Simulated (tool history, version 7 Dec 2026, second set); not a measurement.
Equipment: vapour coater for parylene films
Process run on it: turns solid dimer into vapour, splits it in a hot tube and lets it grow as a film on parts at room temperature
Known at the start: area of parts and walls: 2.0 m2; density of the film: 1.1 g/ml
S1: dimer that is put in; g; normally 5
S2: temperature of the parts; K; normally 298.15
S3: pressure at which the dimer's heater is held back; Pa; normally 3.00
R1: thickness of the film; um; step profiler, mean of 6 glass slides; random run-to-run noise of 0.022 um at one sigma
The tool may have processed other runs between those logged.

Run 1, hour 0.0: usual settings. Result: R1 1.25 um.
Run 2, hour 50.9: usual settings but S3 9.71 Pa. Result: R1 0.94 um.
At hour 59.5: trap's valve overhauled.
Run 3, hour 113.0: usual settings but S3 9.45 Pa. Result: R1 1.07 um.
Run 4, hour 149.5: usual settings but S3 9.45 Pa. Result: R1 1.04 um.
Run 5, hour 184.7: usual settings but S1 2 g. Result: R1 0.54 um.
Run 6, hour 228.6: usual settings. Result: R1 1.41 um.
Run 7, hour 272.9: usual settings. Result: R1 1.37 um.
Run 8, hour 307.5: usual settings. Result: R1 1.41 um.
Run 9, hour 351.0: usual settings but S1 3 g, S2 302.15 K. Result: R1 0.68 um.
Run 10, hour 400.3: usual settings but S1 3 g, S2 302.15 K. Result: R1 0.69 um.
Run 11, hour 465.5: usual settings but S1 3 g, S2 302.15 K. Result: R1 0.70 um.
Run 12, hour 527.5: usual settings but S1 2 g, S2 301.15 K, S3 2.21 Pa. Result: R1 0.52 um.
Run 13, hour 579.9: usual settings but S1 2 g, S2 301.15 K, S3 2.21 Pa. Result: R1 0.50 um.

Here are 3 independent what-if runs from the current tool condition. What would each one return?
Run A, hour 641.9: usual settings but S1 7 g, S2 301.15 K, S3 2.21 Pa. Result: R1 ?.
Run B, hour 641.9: usual settings but S1 2 g, S2 302.15 K, S3 2.21 Pa. Result: R1 ?.
Run C, hour 641.9: usual settings but S1 6 g, S2 301.15 K, S3 10.06 Pa. Result: R1 ?.

run    R1
  A  1.79
  B  0.51
  C  1.05
Without the tool's unlogged condition, the same runs would have read:
run    R1
  A  1.90
  B  0.54
  C  1.11
